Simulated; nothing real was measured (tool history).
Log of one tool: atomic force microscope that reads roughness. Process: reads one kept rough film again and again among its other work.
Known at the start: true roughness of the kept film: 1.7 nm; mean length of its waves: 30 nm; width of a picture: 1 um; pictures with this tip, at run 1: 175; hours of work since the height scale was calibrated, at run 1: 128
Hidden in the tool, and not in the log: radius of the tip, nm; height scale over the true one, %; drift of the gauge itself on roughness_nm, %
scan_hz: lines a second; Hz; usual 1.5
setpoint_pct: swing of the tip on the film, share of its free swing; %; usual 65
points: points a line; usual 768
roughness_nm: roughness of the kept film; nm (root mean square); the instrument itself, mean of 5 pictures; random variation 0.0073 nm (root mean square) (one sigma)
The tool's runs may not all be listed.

| run | hour | scan_hz | setpoint_pct | points | pictures with this tip | hours of work since the height scale was calibrated | roughness_nm |
|---|---|---|---|---|---|---|---|
| 1 | 0 | 1.5 | 65 | 768 | 175 | 128 | 1.286 |
| 2 | 9.6 | 1.5 | 65 | 768 | 190 | 132 | 1.263 |
|  | 15.6 | new tip fitted |
| 3 | 18.6 | 1.5 | 65 | 768 | 4 | 136 | 1.504 |
| 4 | 25.2 | 1.5 | 65 | 768 | 14 | 140 | 1.491 |
| 5 | 31 | 1.5 | 65 | 768 | 23 | 142 | 1.464 |
| 6 | 40.1 | 1.5 | 65 | 768 | 37 | 147 | 1.461 |
| 7 | 49.2 | 1.5 | 65 | 768 | 52 | 151 | 1.438 |
| 8 | 57.2 | 1.5 | 65 | 768 | 64 | 155 | 1.414 |
| 9 | 65.2 | 1.5 | 65 | 768 | 76 | 159 | 1.399 |
| 10 | 73.8 | 1.5 | 65 | 268 | 89 | 163 | 1.366 |
| 11 | 80.1 | 1.5 | 65 | 268 | 99 | 166 | 1.358 |
| 12 | 90.7 | 1.5 | 65 | 268 | 116 | 171 | 1.35 |
| 13 | 99.4 | 1.5 | 65 | 268 | 129 | 175 | 1.328 |
| 14 | 104 | 1.5 | 56 | 268 | 136 | 178 | 1.357 |
| 15 | 109 | 3.23 | 65 | 768 | 144 | 180 | 1.228 |
| 16 | 119.5 | 1.5 | 65 | 436 | 160 | 185 | 1.298 |
| 17 | 124.4 | 1.5 | 65 | 768 | 168 | 188 | 1.3 |
| 18 | 132.1 | 1.5 | 65 | 768 | 180 | 191 | 1.291 |
| 19 | 139.9 | 0.89 | 60 | 460 | 192 | 195 | 1.325 |
|  | 145.2 | new tip fitted |
| 20 | 145.6 | 0.89 | 60 | 460 | 1 | 198 | 1.574 |
|  | 147.5 | height scale calibrated on a step standard |
| 21 | 154.4 | 0.89 | 60 | 460 | 13 | 3 | 1.552 |
| 22 | 164.2 | 0.89 | 74 | 286 | 28 | 8 | 1.447 |
| 23 | 172.7 | 0.89 | 74 | 286 | 41 | 12 | 1.433 |
|  | 177.4 | height scale calibrated on a step standard, once more |
| 24 | 184 | 0.87 | 86 | 347 | 57 | 3 | 1.35 |
| 25 | 193.5 | 2.26 | 65 | 1003 | 72 | 8 | 1.37 |
| 26 | 201.3 | 2.26 | 65 | 1003 | 84 | 12 | 1.363 |
| 27 | 208 | 2.26 | 65 | 1003 | 94 | 15 | 1.354 |
| 28 | 216 | 3.29 | 65 | 443 | 107 | 19 | 1.287 |
| 29 | 225.7 | 1.41 | 64 | 337 | 122 | 23 | 1.365 |
| 30 | 232 | 0.92 | 64 | 578 | 131 | 26 | 1.384 |
| 31 | 242.7 | 0.92 | 64 | 578 | 148 | 32 | 1.357 |
| 32 | 250.3 | 1.31 | 65 | 660 | 160 | 35 | 1.344 |
| 33 | 258.7 | 1.08 | 66 | 623 | 173 | 39 | 1.324 |

Forecast each of these 3 alternatives for the next run:
| A | 263.9 | 1.5 | 84 | 750 | 181 | 42 | ? |
| B | 263.9 | 1.08 | 66 | 311 | 181 | 42 | ? |
| C | 263.9 | 1.24 | 68 | 361 | 181 | 42 | ? |

| run | roughness_nm |
|---|---|
| A | 1.169 |
| B | 1.307 |
| C | 1.287 |
Without the tool's hidden state the same runs would have given:
| run | roughness_nm |
|---|---|
| A | 1.364 |
| B | 1.524 |
| C | 1.502 |

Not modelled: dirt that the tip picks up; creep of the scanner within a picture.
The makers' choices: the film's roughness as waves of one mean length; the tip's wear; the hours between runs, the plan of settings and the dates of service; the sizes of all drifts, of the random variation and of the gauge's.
